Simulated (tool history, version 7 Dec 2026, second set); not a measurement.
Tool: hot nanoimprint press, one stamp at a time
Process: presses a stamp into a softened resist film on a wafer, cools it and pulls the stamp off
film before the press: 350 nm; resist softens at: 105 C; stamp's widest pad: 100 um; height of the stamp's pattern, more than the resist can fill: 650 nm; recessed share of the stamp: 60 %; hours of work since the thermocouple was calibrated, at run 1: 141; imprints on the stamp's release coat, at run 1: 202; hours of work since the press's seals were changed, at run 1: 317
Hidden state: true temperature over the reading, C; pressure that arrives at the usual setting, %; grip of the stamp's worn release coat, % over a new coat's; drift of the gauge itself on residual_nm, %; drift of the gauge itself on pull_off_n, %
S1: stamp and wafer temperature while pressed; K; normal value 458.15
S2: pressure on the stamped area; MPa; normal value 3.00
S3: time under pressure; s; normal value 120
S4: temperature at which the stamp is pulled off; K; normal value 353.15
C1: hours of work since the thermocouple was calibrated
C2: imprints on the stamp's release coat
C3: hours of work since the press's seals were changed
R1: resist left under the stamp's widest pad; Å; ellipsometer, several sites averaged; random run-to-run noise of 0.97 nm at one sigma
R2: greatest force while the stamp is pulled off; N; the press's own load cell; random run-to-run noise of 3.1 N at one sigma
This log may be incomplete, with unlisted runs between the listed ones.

| run | hour | S1 | S2 | S3 | S4 | C1 | C2 | C3 | R1 | R2 |
|---|---|---|---|---|---|---|---|---|---|---|
| 1 | 0.0 | 458.15 | 3.00 | 120 | 353.15 | 141 | 202 | 317 | 1421 | 164 |
| 2 | 22.7 | 458.15 | 3.00 | 120 | 353.15 | 158 | 267 | 333 | 1435 | 162 |
| 3 | 45.5 | 458.15 | 3.00 | 120 | 353.15 | 174 | 333 | 350 | 1409 | 162 |
| 4 | 64.3 | 458.15 | 3.00 | 120 | 353.15 | 188 | 386 | 364 | 1426 | 165 |
| 5 | 84.3 | 458.15 | 3.00 | 120 | 353.15 | 203 | 444 | 379 | 1430 | 171 |
| 6 | 104.8 | 458.15 | 3.00 | 120 | 353.15 | 218 | 503 | 394 | 1455 | 169 |
|  | 115.1 | stamp cleaned and given a new release coat |
| 7 | 120.7 | 458.15 | 3.00 | 120 | 353.15 | 225 | 16 | 401 | 1448 | 154 |
| 8 | 139.6 | 458.15 | 3.00 | 120 | 353.15 | 239 | 70 | 415 | 1433 | 153 |
| 9 | 156.1 | 458.15 | 3.00 | 120 | 353.15 | 252 | 118 | 428 | 1439 | 161 |
| 10 | 173.8 | 458.15 | 3.00 | 120 | 353.15 | 265 | 168 | 441 | 1445 | 160 |
| 11 | 185.9 | 458.15 | 3.00 | 120 | 353.15 | 274 | 203 | 449 | 1444 | 158 |
| 12 | 198.8 | 458.15 | 3.00 | 120 | 353.15 | 283 | 240 | 459 | 1439 | 162 |
|  | 203.1 | plate thermocouple calibrated |
| 13 | 217.5 | 458.15 | 3.00 | 122 | 353.15 | 11 | 285 | 471 | 1449 | 171 |
| 14 | 240.8 | 458.15 | 3.00 | 122 | 353.15 | 28 | 352 | 488 | 1480 | 172 |
| 15 | 251.0 | 458.15 | 3.00 | 120 | 353.15 | 35 | 381 | 495 | 1486 | 176 |
| 16 | 267.0 | 458.15 | 3.00 | 120 | 353.15 | 47 | 427 | 507 | 1493 | 169 |
|  | 281.1 | plate thermocouple calibrated, once more |
| 17 | 286.1 | 469.15 | 3.00 | 71 | 339.15 | 4 | 473 | 519 | 1255 | 232 |
| 18 | 299.3 | 451.15 | 4.48 | 79 | 353.15 | 13 | 511 | 529 | 1639 | 165 |
|  | 307.2 | stamp cleaned and given a new release coat |
| 19 | 319.3 | 451.15 | 4.48 | 65 | 344.15 | 24 | 35 | 539 | 1758 | 187 |
| 20 | 337.9 | 451.15 | 4.48 | 65 | 344.15 | 38 | 89 | 553 | 1764 | 187 |
| 21 | 358.0 | 458.15 | 4.12 | 132 | 353.15 | 52 | 146 | 568 | 1144 | 148 |
| 22 | 381.9 | 458.15 | 3.53 | 120 | 353.15 | 70 | 215 | 585 | 1291 | 152 |
| 23 | 394.4 | 458.15 | 3.53 | 120 | 353.15 | 79 | 251 | 595 | 1299 | 155 |
| 24 | 413.1 | 458.15 | 3.45 | 61 | 346.15 | 93 | 304 | 608 | 1671 | 189 |
| 25 | 430.1 | 458.15 | 2.26 | 75 | 345.15 | 106 | 353 | 621 | 1885 | 192 |
| 26 | 443.2 | 460.15 | 2.93 | 144 | 353.15 | 115 | 391 | 631 | 1249 | 166 |
| 27 | 463.1 | 460.15 | 2.24 | 169 | 343.15 | 130 | 447 | 645 | 1349 | 208 |
| 28 | 482.9 | 460.15 | 2.24 | 169 | 343.15 | 145 | 504 | 660 | 1364 | 212 |
|  | 492.6 | stamp cleaned and given a new release coat |
| 29 | 505.3 | 460.15 | 2.24 | 169 | 343.15 | 157 | 36 | 672 | 1359 | 185 |

5 options for the next run, each taken on its own from the tool as it stands now. Forecast them:
| A | 516.2 | 460.15 | 2.88 | 200 | 361.15 | 165 | 68 | 680 | ? | ? |
| B | 516.2 | 460.15 | 2.24 | 79 | 343.15 | 165 | 68 | 680 | ? | ? |
| C | 516.2 | 458.15 | 4.49 | 87 | 347.15 | 165 | 68 | 680 | ? | ? |
| D | 516.2 | 457.15 | 3.00 | 67 | 348.15 | 165 | 68 | 680 | ? | ? |
| E | 516.2 | 460.15 | 2.35 | 126 | 343.15 | 165 | 68 | 680 | ? | ? |

| run | R1 | R2 |
|---|---|---|
| A | 1109 | 124 |
| B | 1780 | 192 |
| C | 1312 | 178 |
| D | 1790 | 168 |
| E | 1471 | 193 |
What these runs would have given with no unlogged condition in the tool:
| run | R1 | R2 |
|---|---|---|
| A | 1078 | 119 |
| B | 1741 | 187 |
| C | 1272 | 173 |
| D | 1746 | 163 |
| E | 1435 | 187 |
